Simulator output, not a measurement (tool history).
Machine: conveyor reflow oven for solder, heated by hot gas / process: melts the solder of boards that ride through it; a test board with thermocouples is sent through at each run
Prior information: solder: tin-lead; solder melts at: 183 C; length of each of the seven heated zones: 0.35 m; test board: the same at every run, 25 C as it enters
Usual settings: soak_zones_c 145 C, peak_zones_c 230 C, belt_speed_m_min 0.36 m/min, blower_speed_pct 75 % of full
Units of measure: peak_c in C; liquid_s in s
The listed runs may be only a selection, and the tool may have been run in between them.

{"run": 1, "hour": 0.0, "soak_zones_c": 145, "peak_zones_c": 230, "belt_speed_m_min": 0.36, "blower_speed_pct": 75, "peak_c": 218.8, "liquid_s": 95.3}
{"run": 2, "hour": 25.6, "soak_zones_c": 145, "peak_zones_c": 230, "belt_speed_m_min": 0.36, "blower_speed_pct": 75, "peak_c": 218.6, "liquid_s": 95.6}
{"run": 3, "hour": 50.3, "soak_zones_c": 155, "peak_zones_c": 230, "belt_speed_m_min": 0.36, "blower_speed_pct": 75, "peak_c": 220, "liquid_s": 102.7}
{"run": 4, "hour": 72.2, "soak_zones_c": 155, "peak_zones_c": 230, "belt_speed_m_min": 0.36, "blower_speed_pct": 75, "peak_c": 219.9, "liquid_s": 102.8}
{"run": 5, "hour": 82.9, "soak_zones_c": 155, "peak_zones_c": 230, "belt_speed_m_min": 0.36, "blower_speed_pct": 75, "peak_c": 219.8, "liquid_s": 103.1}
{"run": 6, "hour": 102.9, "soak_zones_c": 155, "peak_zones_c": 230, "belt_speed_m_min": 0.36, "blower_speed_pct": 55, "peak_c": 215.6, "liquid_s": 96.6}
{"run": 7, "hour": 127.7, "soak_zones_c": 145, "peak_zones_c": 230, "belt_speed_m_min": 0.36, "blower_speed_pct": 75, "peak_c": 218.4, "liquid_s": 95.1}
{"run": 8, "hour": 145.1, "soak_zones_c": 145, "peak_zones_c": 230, "belt_speed_m_min": 0.36, "blower_speed_pct": 84, "peak_c": 220, "liquid_s": 96.9}
{"run": 9, "hour": 167.0, "soak_zones_c": 145, "peak_zones_c": 230, "belt_speed_m_min": 0.36, "blower_speed_pct": 84, "peak_c": 219.8, "liquid_s": 96.9}
{"run": 10, "hour": 188.1, "soak_zones_c": 145, "peak_zones_c": 230, "belt_speed_m_min": 0.36, "blower_speed_pct": 84, "peak_c": 219.5, "liquid_s": 97.1}
{"run": 11, "hour": 208.6, "soak_zones_c": 145, "peak_zones_c": 230, "belt_speed_m_min": 0.36, "blower_speed_pct": 84, "peak_c": 219.6, "liquid_s": 96.9}
{"run": 12, "hour": 225.0, "soak_zones_c": 145, "peak_zones_c": 230, "belt_speed_m_min": 0.36, "blower_speed_pct": 85, "peak_c": 219.8, "liquid_s": 97}
{"run": 13, "hour": 246.5, "soak_zones_c": 145, "peak_zones_c": 230, "belt_speed_m_min": 0.36, "blower_speed_pct": 85, "peak_c": 219.6, "liquid_s": 97}
{"run": 14, "hour": 261.6, "soak_zones_c": 131, "peak_zones_c": 240, "belt_speed_m_min": 0.388, "blower_speed_pct": 87, "peak_c": 225.8, "liquid_s": 87.9}
{"run": 15, "hour": 286.0, "soak_zones_c": 131, "peak_zones_c": 240, "belt_speed_m_min": 0.388, "blower_speed_pct": 87, "peak_c": 225.8, "liquid_s": 88.1}
{"run": 16, "hour": 301.9, "soak_zones_c": 145, "peak_zones_c": 234, "belt_speed_m_min": 0.36, "blower_speed_pct": 86, "peak_c": 223.2, "liquid_s": 100.3}

The next listed run, before its measurement:
{"run": 17, "hour": 319.7, "soak_zones_c": 145, "peak_zones_c": 224, "belt_speed_m_min": 0.35, "blower_speed_pct": 75, "peak_c": "?", "liquid_s": "?"}

{"run 17": {"peak_c": 213.2, "liquid_s": 92.2}}
The same run, on a tool lacking any hidden state, would have yielded peak_c 215.5 C, liquid_s 94.5 s.
